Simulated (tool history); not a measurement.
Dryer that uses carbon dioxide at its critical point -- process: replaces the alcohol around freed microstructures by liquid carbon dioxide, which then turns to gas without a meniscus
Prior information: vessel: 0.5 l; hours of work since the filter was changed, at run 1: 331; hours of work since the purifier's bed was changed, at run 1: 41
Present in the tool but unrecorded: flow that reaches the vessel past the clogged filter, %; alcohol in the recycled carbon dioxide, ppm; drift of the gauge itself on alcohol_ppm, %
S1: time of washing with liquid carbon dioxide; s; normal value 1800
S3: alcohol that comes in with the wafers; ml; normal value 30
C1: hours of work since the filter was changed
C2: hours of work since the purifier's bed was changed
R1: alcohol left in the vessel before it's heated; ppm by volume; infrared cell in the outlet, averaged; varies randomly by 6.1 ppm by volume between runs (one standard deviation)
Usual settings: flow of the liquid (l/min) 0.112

{"run": 1, "day": 0.0, "S1": 1800, "flow of the liquid (l/min)": 0.112, "S3": 30, "C1": 331, "C2": 41, "R1": 298}
{"run": 2, "day": 0.333, "S1": 1800, "flow of the liquid (l/min)": 0.112, "S3": 30, "C1": 336, "C2": 46, "R1": 298}
{"run": 3, "day": 0.679, "S1": 1800, "flow of the liquid (l/min)": 0.112, "S3": 30, "C1": 341, "C2": 51, "R1": 300}
{"run": 4, "day": 0.996, "S1": 1800, "flow of the liquid (l/min)": 0.112, "S3": 30, "C1": 346, "C2": 56, "R1": 320}
{"run": 5, "day": 1.379, "S1": 1800, "flow of the liquid (l/min)": 0.07, "S3": 30, "C1": 352, "C2": 62, "R1": 2094}
{"run": 6, "day": 1.696, "S1": 1800, "flow of the liquid (l/min)": 0.112, "S3": 40, "C1": 357, "C2": 66, "R1": 410}
{"run": 7, "day": 1.896, "S1": 1800, "flow of the liquid (l/min)": 0.112, "S3": 40, "C1": 360, "C2": 69, "R1": 407}
{"run": 8, "day": 2.362, "S1": 1800, "flow of the liquid (l/min)": 0.112, "S3": 40, "C1": 367, "C2": 76, "R1": 411}
{"run": 9, "day": 2.704, "S1": 1800, "flow of the liquid (l/min)": 0.112, "S3": 40, "C1": 372, "C2": 82, "R1": 395}
{"run": 10, "day": 3.154, "S1": 1860, "flow of the liquid (l/min)": 0.124, "S3": 47, "C1": 379, "C2": 88, "R1": 249}
{"run": 11, "day": 3.575, "S1": 2400, "flow of the liquid (l/min)": 0.112, "S3": 45, "C1": 385, "C2": 95, "R1": 86}
{"run": 12, "day": 3.921, "S1": 1320, "flow of the liquid (l/min)": 0.112, "S3": 36, "C1": 390, "C2": 100, "R1": 1508}
{"run": 13, "day": 4.412, "S1": 1620, "flow of the liquid (l/min)": 0.16, "S3": 38, "C1": 398, "C2": 107, "R1": 105}
{"run": 14, "day": 4.746, "S1": 1800, "flow of the liquid (l/min)": 0.103, "S3": 30, "C1": 402, "C2": 112, "R1": 474}
{"run": 15, "day": 5.212, "S1": 2040, "flow of the liquid (l/min)": 0.15, "S3": 49, "C1": 410, "C2": 119, "R1": 47}
{"run": 16, "day": 5.592, "S1": 1620, "flow of the liquid (l/min)": 0.112, "S3": 30, "C1": 415, "C2": 125, "R1": 517}
{"run": 17, "day": 5.808, "S1": 1620, "flow of the liquid (l/min)": 0.098, "S3": 30, "C1": 418, "C2": 128, "R1": 955}

Each row is a separate what-if for the run after 17, all from the same tool condition, not one after another. Results?
{"run": "A", "day": 6.162, "S1": 1800, "flow of the liquid (l/min)": 0.099, "S3": 117, "C1": 424, "C2": 134, "R1": "?"}
{"run": "B", "day": 6.162, "S1": 1680, "flow of the liquid (l/min)": 0.112, "S3": 41, "C1": 424, "C2": 134, "R1": "?"}
{"run": "C", "day": 6.162, "S1": 2040, "flow of the liquid (l/min)": 0.112, "S3": 115, "C1": 424, "C2": 134, "R1": "?"}
{"run": "D", "day": 6.162, "S1": 2100, "flow of the liquid (l/min)": 0.116, "S3": 60, "C1": 424, "C2": 134, "R1": "?"}

run=A R1=2200
run=B R1=635
run=C R1=614
run=D R1=221
Had the tool no hidden state, the same runs would have come out as:
run=A R1=1623
run=B R1=458
run=C R1=413
run=D R1=138
